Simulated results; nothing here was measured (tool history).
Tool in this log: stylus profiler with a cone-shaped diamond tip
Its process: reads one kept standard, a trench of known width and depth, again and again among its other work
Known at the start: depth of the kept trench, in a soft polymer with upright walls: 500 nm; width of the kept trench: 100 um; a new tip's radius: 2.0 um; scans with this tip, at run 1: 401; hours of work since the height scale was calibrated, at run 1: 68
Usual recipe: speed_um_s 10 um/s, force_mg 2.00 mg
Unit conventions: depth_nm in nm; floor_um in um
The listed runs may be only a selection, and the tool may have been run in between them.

run   hour  speed_um_s  force_mg  scans with this tip  hours of work since the height scale was calibrated  depth_nm  floor_um
  1    0.0          10      2.00                  401                                                   68    507.22     97.33
  2   13.8          10      2.00                  445                                                   75    506.89     97.34
  3   25.8           4      2.00                  483                                                   82    506.99     97.31
  4   36.6           7      2.00                  518                                                   88    507.06     97.36
  5   45.0           7      2.00                  544                                                   92    506.74     97.38
  6   55.7           7      2.00                  578                                                   98    506.84     97.32
  7   66.7           7      2.00                  613                                                  104    506.83     97.35
  8   85.2           2      2.00                  672                                                  114    507.23     97.36
  9   94.4          10      2.00                  702                                                  119    507.24     97.31
 10  104.1          10      2.00                  733                                                  124    506.98     97.36
 11  114.9          10      2.00                  767                                                  130    507.00     97.37
 12  130.7          10      2.00                  817                                                  138    506.82     97.34
 13  144.6          10      3.52                  862                                                  146    510.22     97.34
 14  161.0          10      3.52                  914                                                  155    510.03     97.35
 15  178.2          10      3.52                  969                                                  164    510.30     97.36
 16  191.0          10      3.52                 1010                                                  171    510.53     97.31
 17  201.8          10      3.52                 1044                                                  177    510.12     97.35
 18  210.9          10      2.98                 1073                                                  182    508.98     97.39
 19  224.9          10      2.98                 1118                                                  189    509.16     97.42
 20  243.0          10      2.98                 1175                                                  199    509.36     97.33
 21  255.4          10      2.98                 1215                                                  206    509.04     97.32
 22  272.1          10      2.06                 1268                                                  215    507.20     97.26
 23  284.0           4      1.48                 1306                                                  221    505.80     97.30
 24  296.8          25      2.02                 1347                                                  228    507.11     97.29
 25  312.1          27      1.37                 1396                                                  236    505.44     97.27
 26  329.3          10      3.85                 1451                                                  246    510.93     97.32
 27  344.3          33      1.68                 1499                                                  254    506.14     97.25
 28  360.3          13      0.94                 1549                                                  262    503.94     97.31
 29  376.5          13      0.94                 1601                                                  271    504.56     97.29
 30  385.9          12      1.73                 1631                                                  276    506.17     97.39
 31  399.8          12      1.73                 1675                                                  284    506.33     97.32
 32  411.3          10      3.75                 1712                                                  290    510.45     97.32
 33  425.8           4      3.32                 1758                                                  298    509.98     97.34
 34  444.4           4      3.32                 1818                                                  308    509.66     97.34

Run 35, settings as shown, results not yet in. Your forecast:
 35  452.5           4      0.98                 1843                                                  312         ?         ?

depth_nm: 504.34 nm
floor_um: 97.39 um
With no hidden state in the tool, this same run would have given depth_nm 504.35 nm, floor_um 97.39 um.
